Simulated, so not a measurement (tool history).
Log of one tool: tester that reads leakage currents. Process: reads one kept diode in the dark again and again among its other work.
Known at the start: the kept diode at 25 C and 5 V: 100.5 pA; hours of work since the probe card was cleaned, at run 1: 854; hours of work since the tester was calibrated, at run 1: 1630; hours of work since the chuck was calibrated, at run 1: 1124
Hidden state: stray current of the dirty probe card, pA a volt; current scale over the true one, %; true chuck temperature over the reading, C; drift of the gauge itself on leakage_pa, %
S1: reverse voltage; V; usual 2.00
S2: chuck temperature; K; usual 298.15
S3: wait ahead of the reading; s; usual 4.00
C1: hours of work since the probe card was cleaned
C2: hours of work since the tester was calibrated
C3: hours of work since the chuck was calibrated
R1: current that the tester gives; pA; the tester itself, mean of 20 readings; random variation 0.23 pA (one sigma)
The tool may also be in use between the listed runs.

run,hour,S1,S2,S3,C1,C2,C3,R1
1,0.0,2.00,298.15,4.00,854,1630,1124,82.09
2,94.1,2.00,298.15,4.00,903,1679,1173,82.02
3,182.2,2.00,298.15,4.00,949,1725,1219,82.48
4,256.3,2.00,319.15,4.00,988,1764,1258,382.04
5,338.4,2.00,319.15,4.00,1031,1807,1301,379.35
6,440.4,10.90,319.15,4.00,1085,1860,1354,681.00
7,564.2,10.90,319.15,4.00,1150,1925,1419,679.78
8,700.0,10.90,319.15,4.00,1221,1996,1490,684.04
9,760.3,2.51,298.15,4.00,1252,2028,1522,92.06
# hour 883.2: probe card cleaned and baked
10,894.3,2.00,298.15,4.00,6,2096,1590,79.12
11,990.2,2.00,298.15,4.00,56,2147,1640,79.71
# hour 1003.0: tester calibrated
12,1097.4,12.80,298.15,1.96,111,49,1696,148.65
13,1170.1,1.35,313.15,4.00,149,87,1734,217.99
14,1241.9,16.65,308.15,3.71,187,125,1771,347.39
15,1347.7,16.65,308.15,3.71,242,180,1827,348.73
16,1468.4,16.65,308.15,3.71,305,244,1890,351.91
17,1610.2,16.65,308.15,3.71,380,318,1964,358.48
18,1693.7,16.65,308.15,3.71,423,362,2008,359.74
# hour 1756.7: tester calibrated, once more
19,1816.4,3.75,308.15,0.39,487,31,2071,222.80
# hour 1868.8: chuck's temperature calibrated
20,1947.7,2.77,298.15,3.02,554,99,41,87.81
21,2014.9,2.77,298.15,3.02,589,134,77,88.34

Forecast each of these 5 alternatives for the next run:
A,2108.9,2.00,310.15,2.23,639,183,126,?
B,2108.9,1.05,298.15,6.45,639,183,126,?
C,2108.9,2.77,298.15,4.51,639,183,126,?
D,2108.9,3.00,302.15,4.00,639,183,126,?
E,2108.9,2.00,312.15,4.00,639,183,126,?

run,R1
A,196.17
B,63.28
C,88.48
D,123.58
E,225.59
Without the tool's hidden state the same runs would have given:
run,R1
A,190.65
B,60.87
C,83.32
D,117.61
E,219.71
